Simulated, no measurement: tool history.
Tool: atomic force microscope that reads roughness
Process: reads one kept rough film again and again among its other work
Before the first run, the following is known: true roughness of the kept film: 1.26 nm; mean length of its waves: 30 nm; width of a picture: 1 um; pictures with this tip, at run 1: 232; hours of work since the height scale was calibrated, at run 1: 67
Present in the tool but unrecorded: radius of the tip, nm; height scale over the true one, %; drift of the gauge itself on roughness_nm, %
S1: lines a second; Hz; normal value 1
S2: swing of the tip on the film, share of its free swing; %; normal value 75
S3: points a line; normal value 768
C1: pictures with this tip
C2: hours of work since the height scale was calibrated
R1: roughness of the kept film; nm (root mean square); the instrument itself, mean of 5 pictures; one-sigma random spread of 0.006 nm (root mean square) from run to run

run,hour,S1,S2,S3,C1,C2,R1
1,0,1,75,768,232,67,0.993
# hour 14.6: new tip fitted
2,16.8,1,75,768,3,80,1.115
3,29.8,1,75,293,20,91,1.108
4,46.3,1,75,293,42,104,1.089
5,53.8,2.86,75,768,52,110,0.959
6,67.7,2.86,75,768,71,121,0.95
# hour 70.2: height scale calibrated on a step standard
7,78.5,2.86,75,768,84,7,0.945
8,93.3,2.86,75,768,103,18,0.944

Run 9 comes next. What will it give?
9,102.2,0.76,74,785,115,25,?

Run 9 yielded R1 1.082 nm (root mean square).
With the hidden condition absent and the run-to-run variation left alone, this run would have shown R1 1.154 nm (root mean square).
